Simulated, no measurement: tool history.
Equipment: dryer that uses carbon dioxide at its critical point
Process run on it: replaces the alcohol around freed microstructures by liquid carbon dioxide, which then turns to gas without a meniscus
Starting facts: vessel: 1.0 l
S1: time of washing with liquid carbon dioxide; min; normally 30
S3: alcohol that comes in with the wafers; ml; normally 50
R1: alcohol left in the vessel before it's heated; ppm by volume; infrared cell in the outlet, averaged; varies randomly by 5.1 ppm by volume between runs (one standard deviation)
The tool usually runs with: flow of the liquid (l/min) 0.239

Run 1, hour 0.0: usual settings. Result: R1 152 ppm by volume.
Run 2, hour 27.5: usual settings but S3 76 ml. Result: R1 204 ppm by volume.
Run 3, hour 47.8: usual settings but flow of the liquid (l/min) 0.222. Result: R1 203 ppm by volume.
Run 4, hour 68.5: usual settings but flow of the liquid (l/min) 0.222. Result: R1 202 ppm by volume.
Run 5, hour 98.0: usual settings but flow of the liquid (l/min) 0.222. Result: R1 210 ppm by volume.
Run 6, hour 128.2: usual settings but flow of the liquid (l/min) 0.222. Result: R1 236 ppm by volume.
Run 7, hour 147.5: usual settings but S3 100 ml. Result: R1 285 ppm by volume.
Run 8, hour 175.4: usual settings but S3 100 ml. Result: R1 277 ppm by volume.
Run 9, hour 189.2: usual settings but S3 100 ml. Result: R1 287 ppm by volume.
Run 10, hour 207.0: usual settings but S3 100 ml. Result: R1 302 ppm by volume.
Run 11, hour 224.7: usual settings but S3 100 ml. Result: R1 315 ppm by volume.
Run 12, hour 252.9: usual settings but S3 61 ml. Result: R1 244 ppm by volume.
Run 13, hour 274.6: usual settings. Result: R1 223 ppm by volume.
Run 14, hour 297.9: usual settings. Result: R1 218 ppm by volume.
Run 15, hour 329.7: usual settings but S3 23 ml. Result: R1 164 ppm by volume.
At hour 347.4: inlet filter changed.
Run 16, hour 362.3: usual settings but S3 23 ml. Result: R1 138 ppm by volume.
Run 17, hour 386.0: usual settings but S3 23 ml. Result: R1 145 ppm by volume.
Run 18, hour 411.6: usual settings but S1 41 min, flow of the liquid (l/min) 0.163. Result: R1 209 ppm by volume.
Run 19, hour 436.8: usual settings but S1 24 min, flow of the liquid (l/min) 0.164, S3 33 ml. Result: R1 922 ppm by volume.
Run 20, hour 460.9: usual settings but S3 23 ml. Result: R1 152 ppm by volume.
Run 21, hour 486.4: usual settings but S1 31 min, flow of the liquid (l/min) 0.233, S3 25 ml. Result: R1 157 ppm by volume.
Run 22, hour 511.3: usual settings but S1 31 min, flow of the liquid (l/min) 0.233, S3 27 ml. Result: R1 172 ppm by volume.
Run 23, hour 536.6: usual settings but S1 31 min, flow of the liquid (l/min) 0.233, S3 27 ml. Result: R1 174 ppm by volume.
Run 24, hour 551.9: usual settings but S1 36 min, S3 66 ml. Result: R1 161 ppm by volume.

Expected results for the next run?
Run 25, hour 572.7: usual settings but S1 26 min, flow of the liquid (l/min) 0.241, S3 98 ml. Result: R1 ?.

{"run 25": {"R1": 446}}
Without the tool's hidden state the same run would have given R1 236 ppm by volume.

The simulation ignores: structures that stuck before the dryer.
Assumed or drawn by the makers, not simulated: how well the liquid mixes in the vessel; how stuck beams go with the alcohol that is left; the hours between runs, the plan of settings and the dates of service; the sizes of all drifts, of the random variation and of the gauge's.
